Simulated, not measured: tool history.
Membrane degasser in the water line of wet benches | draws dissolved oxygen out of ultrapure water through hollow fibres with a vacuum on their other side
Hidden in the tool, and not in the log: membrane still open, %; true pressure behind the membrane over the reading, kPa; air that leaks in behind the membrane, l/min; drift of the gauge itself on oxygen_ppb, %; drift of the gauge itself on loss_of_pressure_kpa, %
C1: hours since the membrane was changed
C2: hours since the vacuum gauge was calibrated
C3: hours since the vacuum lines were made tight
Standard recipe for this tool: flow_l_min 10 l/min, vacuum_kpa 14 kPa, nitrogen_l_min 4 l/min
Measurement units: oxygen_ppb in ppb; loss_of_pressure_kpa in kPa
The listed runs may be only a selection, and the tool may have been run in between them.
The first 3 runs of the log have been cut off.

{"run": 4, "hour": 108.4, "flow_l_min": 10, "vacuum_kpa": 15.7, "nitrogen_l_min": 4, "C1": 756, "C2": 3753, "C3": 3903, "oxygen_ppb": 85.3, "loss_of_pressure_kpa": 38.4}
{"run": 5, "hour": 129.4, "flow_l_min": 10, "vacuum_kpa": 15.7, "nitrogen_l_min": 4, "C1": 778, "C2": 3774, "C3": 3924, "oxygen_ppb": 85.3, "loss_of_pressure_kpa": 38.87}
{"run": 6, "hour": 159.8, "flow_l_min": 10, "vacuum_kpa": 15.7, "nitrogen_l_min": 4, "C1": 808, "C2": 3805, "C3": 3955, "oxygen_ppb": 85.1, "loss_of_pressure_kpa": 38.59}
{"run": 7, "hour": 182.2, "flow_l_min": 10, "vacuum_kpa": 18, "nitrogen_l_min": 4, "C1": 830, "C2": 3827, "C3": 3977, "oxygen_ppb": 100.4, "loss_of_pressure_kpa": 38.46}
{"run": 8, "hour": 212.6, "flow_l_min": 10, "vacuum_kpa": 18, "nitrogen_l_min": 4, "C1": 861, "C2": 3857, "C3": 4007, "oxygen_ppb": 100.2, "loss_of_pressure_kpa": 38.36}
{"run": 9, "hour": 247.3, "flow_l_min": 10, "vacuum_kpa": 20.4, "nitrogen_l_min": 4, "C1": 895, "C2": 3892, "C3": 4042, "oxygen_ppb": 115.5, "loss_of_pressure_kpa": 38.82}
{"run": 10, "hour": 289.0, "flow_l_min": 8, "vacuum_kpa": 20.4, "nitrogen_l_min": 4, "C1": 937, "C2": 3934, "C3": 4084, "oxygen_ppb": 90.8, "loss_of_pressure_kpa": 30.83}
{"run": 11, "hour": 327.1, "flow_l_min": 8, "vacuum_kpa": 20.4, "nitrogen_l_min": 4, "C1": 975, "C2": 3972, "C3": 4122, "oxygen_ppb": 92.7, "loss_of_pressure_kpa": 30.93}
{"run": 12, "hour": 360.7, "flow_l_min": 8, "vacuum_kpa": 20.4, "nitrogen_l_min": 4, "C1": 1009, "C2": 4005, "C3": 4155, "oxygen_ppb": 92.9, "loss_of_pressure_kpa": 31.02}
{"run": 13, "hour": 404.7, "flow_l_min": 10, "vacuum_kpa": 14, "nitrogen_l_min": 4, "C1": 1053, "C2": 4049, "C3": 4199, "oxygen_ppb": 74.1, "loss_of_pressure_kpa": 38.27}
{"run": 14, "hour": 433.9, "flow_l_min": 10, "vacuum_kpa": 14, "nitrogen_l_min": 4, "C1": 1082, "C2": 4079, "C3": 4229, "oxygen_ppb": 75.6, "loss_of_pressure_kpa": 38.69}
{"run": 15, "hour": 454.2, "flow_l_min": 10, "vacuum_kpa": 14, "nitrogen_l_min": 4, "C1": 1102, "C2": 4099, "C3": 4249, "oxygen_ppb": 76.5, "loss_of_pressure_kpa": 38.92}
{"run": 16, "hour": 478.3, "flow_l_min": 10, "vacuum_kpa": 14.5, "nitrogen_l_min": 4, "C1": 1126, "C2": 4123, "C3": 4273, "oxygen_ppb": 79.2, "loss_of_pressure_kpa": 38.26}
{"run": 17, "hour": 507.8, "flow_l_min": 13, "vacuum_kpa": 11.3, "nitrogen_l_min": 4.92, "C1": 1156, "C2": 4152, "C3": 4303, "oxygen_ppb": 65.3, "loss_of_pressure_kpa": 49.95}
{"run": 18, "hour": 550.9, "flow_l_min": 13, "vacuum_kpa": 11.3, "nitrogen_l_min": 4.92, "C1": 1199, "C2": 4196, "C3": 4346, "oxygen_ppb": 65.2, "loss_of_pressure_kpa": 50.34}
{"run": 19, "hour": 575.7, "flow_l_min": 13, "vacuum_kpa": 11.3, "nitrogen_l_min": 4.92, "C1": 1224, "C2": 4220, "C3": 4370, "oxygen_ppb": 66.7, "loss_of_pressure_kpa": 50.25}
{"run": 20, "hour": 606.1, "flow_l_min": 13, "vacuum_kpa": 15.6, "nitrogen_l_min": 4.92, "C1": 1254, "C2": 4251, "C3": 4401, "oxygen_ppb": 95.9, "loss_of_pressure_kpa": 50.35}
{"hour": 610.9, "done": "vacuum gauge calibrated"}
{"run": 21, "hour": 639.9, "flow_l_min": 8, "vacuum_kpa": 8.7, "nitrogen_l_min": 2.62, "C1": 1287, "C2": 29, "C3": 4434, "oxygen_ppb": 48.3, "loss_of_pressure_kpa": 30.83}
{"run": 22, "hour": 689.6, "flow_l_min": 7, "vacuum_kpa": 12.2, "nitrogen_l_min": 2.58, "C1": 1337, "C2": 79, "C3": 4484, "oxygen_ppb": 66.4, "loss_of_pressure_kpa": 26.86}
{"run": 23, "hour": 718.3, "flow_l_min": 7, "vacuum_kpa": 12.2, "nitrogen_l_min": 2.58, "C1": 1366, "C2": 107, "C3": 4513, "oxygen_ppb": 68, "loss_of_pressure_kpa": 27.16}
{"run": 24, "hour": 748.5, "flow_l_min": 10, "vacuum_kpa": 12.2, "nitrogen_l_min": 9.76, "C1": 1396, "C2": 138, "C3": 4543, "oxygen_ppb": 29.4, "loss_of_pressure_kpa": 38.51}
{"hour": 763.1, "done": "vacuum gauge calibrated, once more"}
{"run": 25, "hour": 774.2, "flow_l_min": 10, "vacuum_kpa": 12.2, "nitrogen_l_min": 9.76, "C1": 1421, "C2": 11, "C3": 4568, "oxygen_ppb": 29.6, "loss_of_pressure_kpa": 38.68}
{"run": 26, "hour": 808.2, "flow_l_min": 11, "vacuum_kpa": 12.2, "nitrogen_l_min": 2.97, "C1": 1455, "C2": 45, "C3": 4602, "oxygen_ppb": 90.6, "loss_of_pressure_kpa": 42.27}

What does the tool deliver on the next run?
{"run": 27, "hour": 855.0, "flow_l_min": 11, "vacuum_kpa": 16.8, "nitrogen_l_min": 2.97, "C1": 1502, "C2": 92, "C3": 4649, "oxygen_ppb": "?", "loss_of_pressure_kpa": "?"}

{"run 27": {"oxygen_ppb": 133.6, "loss_of_pressure_kpa": 42.88}}
With no hidden state in the tool, this same run would have given oxygen_ppb 128.4 ppb, loss_of_pressure_kpa 42.49 kPa.

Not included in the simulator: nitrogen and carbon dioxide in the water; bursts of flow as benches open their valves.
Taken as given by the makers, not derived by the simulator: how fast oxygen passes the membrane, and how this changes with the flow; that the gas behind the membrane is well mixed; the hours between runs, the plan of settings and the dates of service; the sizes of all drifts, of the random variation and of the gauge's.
